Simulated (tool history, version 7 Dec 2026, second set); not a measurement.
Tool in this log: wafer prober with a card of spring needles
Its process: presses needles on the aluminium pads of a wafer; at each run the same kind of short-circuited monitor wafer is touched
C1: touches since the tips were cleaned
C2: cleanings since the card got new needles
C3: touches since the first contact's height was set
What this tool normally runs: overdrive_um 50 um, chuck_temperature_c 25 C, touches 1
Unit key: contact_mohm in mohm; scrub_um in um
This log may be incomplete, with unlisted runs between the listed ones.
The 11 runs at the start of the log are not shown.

At hour 246: tips cleaned on abrasive film.
At hour 260.1: tips cleaned on abrasive film.
Run 12, hour 262.2: usual settings; C1 840; C2 107; C3 82015. Result: contact_mohm 220 mohm, scrub_um 11.5 um.
At hour 273.7: tips cleaned on abrasive film.
At hour 281.4: height of the first contact set anew.
At hour 287.6: tips cleaned on abrasive film.
Run 13, hour 293.9: usual settings but chuck_temperature_c 30 C; C1 2479; C2 109; C3 4840. Result: contact_mohm 242 mohm, scrub_um 11.92 um.
At hour 299.5: tips cleaned on abrasive film.
At hour 311.2: tips cleaned on abrasive film.
Run 14, hour 312.9: usual settings but chuck_temperature_c 30 C; C1 681; C2 111; C3 12179. Result: contact_mohm 215 mohm, scrub_um 11.79 um.
At hour 323.3: tips cleaned on abrasive film.
At hour 335.2: tips cleaned on abrasive film.
Run 15, hour 341.1: usual settings but chuck_temperature_c 54 C; C1 2311; C2 113; C3 23078. Result: contact_mohm 248 mohm, scrub_um 11.77 um.
At hour 348.2: tips cleaned on abrasive film.
Run 16, hour 358.2: usual settings but chuck_temperature_c 54 C; C1 3896; C2 114; C3 29719. Result: contact_mohm 265 mohm, scrub_um 11.73 um.
At hour 361.1: tips cleaned on abrasive film.
At hour 373.7: tips cleaned on abrasive film.
Run 17, hour 378.4: usual settings but overdrive_um 60 um, chuck_temperature_c 54 C, touches 3; C1 1818; C2 116; C3 37503. Result: contact_mohm 212 mohm, scrub_um 14.03 um.
At hour 386.5: tips cleaned on abrasive film.
Run 18, hour 392.5: usual settings but chuck_temperature_c 103 C; C1 2342; C2 117; C3 42970. Result: contact_mohm 260 mohm, scrub_um 11.67 um.
At hour 399.6: tips cleaned on abrasive film.
At hour 412.7: tips cleaned on abrasive film.
Run 19, hour 420.3: usual settings but chuck_temperature_c 82 C; C1 2985; C2 119; C3 53744. Result: contact_mohm 264 mohm, scrub_um 11.65 um.
At hour 425.5: tips cleaned on abrasive film.
At hour 437.1: tips cleaned on abrasive film.
Run 20, hour 437.1: usual settings but overdrive_um 34 um, chuck_temperature_c 44 C; C1 0; C2 121; C3 60207. Result: contact_mohm 232 mohm, scrub_um 7.77 um.
At hour 448.6: tips cleaned on abrasive film.
At hour 460.6: tips cleaned on abrasive film.
Run 21, hour 466.4: usual settings but chuck_temperature_c 41 C; C1 2249; C2 123; C3 71573. Result: contact_mohm 245 mohm, scrub_um 11.49 um.
At hour 474.1: tips cleaned on abrasive film.
At hour 485.9: tips cleaned on abrasive film.
At hour 497.9: tips cleaned on abrasive film.
Run 22, hour 499.4: usual settings but chuck_temperature_c 41 C; C1 578; C2 126; C3 84307. Result: contact_mohm 221 mohm, scrub_um 11.46 um.
At hour 511.6: tips cleaned on abrasive film.
At hour 511.9: height of the first contact set anew.
At hour 523.5: tips cleaned on abrasive film.
Run 23, hour 526.9: usual settings but overdrive_um 33 um; C1 1353; C2 128; C3 5821. Result: contact_mohm 277 mohm, scrub_um 7.76 um.
At hour 536.6: tips cleaned on abrasive film.
At hour 549.3: tips cleaned on abrasive film.
Run 24, hour 559.2: usual settings but overdrive_um 59 um, chuck_temperature_c 67 C, touches 2; C1 3862; C2 130; C3 18344. Result: contact_mohm 232 mohm, scrub_um 13.95 um.
At hour 563.5: tips cleaned on abrasive film.
At hour 576: tips cleaned on abrasive film.
Run 25, hour 580.5: usual settings but overdrive_um 59 um, chuck_temperature_c 67 C, touches 2; C1 1765; C2 132; C3 26569. Result: contact_mohm 223 mohm, scrub_um 13.93 um.
At hour 590.3: tips cleaned on abrasive film.
Run 26, hour 595.7: usual settings but overdrive_um 34 um, chuck_temperature_c 67 C, touches 2; C1 2106; C2 133; C3 32445. Result: contact_mohm 269 mohm, scrub_um 8 um.
At hour 603.1: tips cleaned on abrasive film.
At hour 617.3: tips cleaned on abrasive film.
Run 27, hour 623.9: usual settings but overdrive_um 34 um, chuck_temperature_c 67 C, touches 2; C1 2553; C2 135; C3 43370. Result: contact_mohm 272 mohm, scrub_um 7.91 um.
At hour 630.1: tips cleaned on abrasive film.
At hour 642.3: tips cleaned on abrasive film.
Run 28, hour 643.4: usual settings but overdrive_um 56 um, chuck_temperature_c 35 C; C1 446; C2 137; C3 50913. Result: contact_mohm 216 mohm, scrub_um 13.13 um.
At hour 654.6: tips cleaned on abrasive film.
At hour 667.9: tips cleaned on abrasive film.
Run 29, hour 676.9: usual settings but overdrive_um 33 um, chuck_temperature_c 31 C; C1 3510; C2 139; C3 63892. Result: contact_mohm 330 mohm, scrub_um 7.57 um.
At hour 681.3: tips cleaned on abrasive film.
At hour 692.9: tips cleaned on abrasive film.
Run 30, hour 699.5: usual settings but overdrive_um 35 um, chuck_temperature_c 28 C; C1 2574; C2 141; C3 72619. Result: contact_mohm 305 mohm, scrub_um 8.02 um.

Alternative continuations, all from the tool just after run 30; predict every row:
At hour 706.3: tips cleaned on abrasive film.
Run A, hour 716.1: usual settings but overdrive_um 66 um, chuck_temperature_c 28 C, touches 2; C1 3826; C2 142; C3 79055. Result: contact_mohm ?, scrub_um ?.
At hour 706.3: tips cleaned on abrasive film.
Run B, hour 716.1: usual settings but overdrive_um 35 um, chuck_temperature_c 78 C; C1 3826; C2 142; C3 79055. Result: contact_mohm ?, scrub_um ?.
At hour 706.3: tips cleaned on abrasive film.
Run C, hour 716.1: usual settings but overdrive_um 39 um, chuck_temperature_c 71 C; C1 3826; C2 142; C3 79055. Result: contact_mohm ?, scrub_um ?.

run  contact_mohm  scrub_um
  A           218     15.37
  B           332      7.95
  C           308      8.94
Take away the tool's hidden state, keep each run's random variation, and the runs would have read:
run  contact_mohm  scrub_um
  A           195     15.69
  B           221      8.27
  C           217      9.25
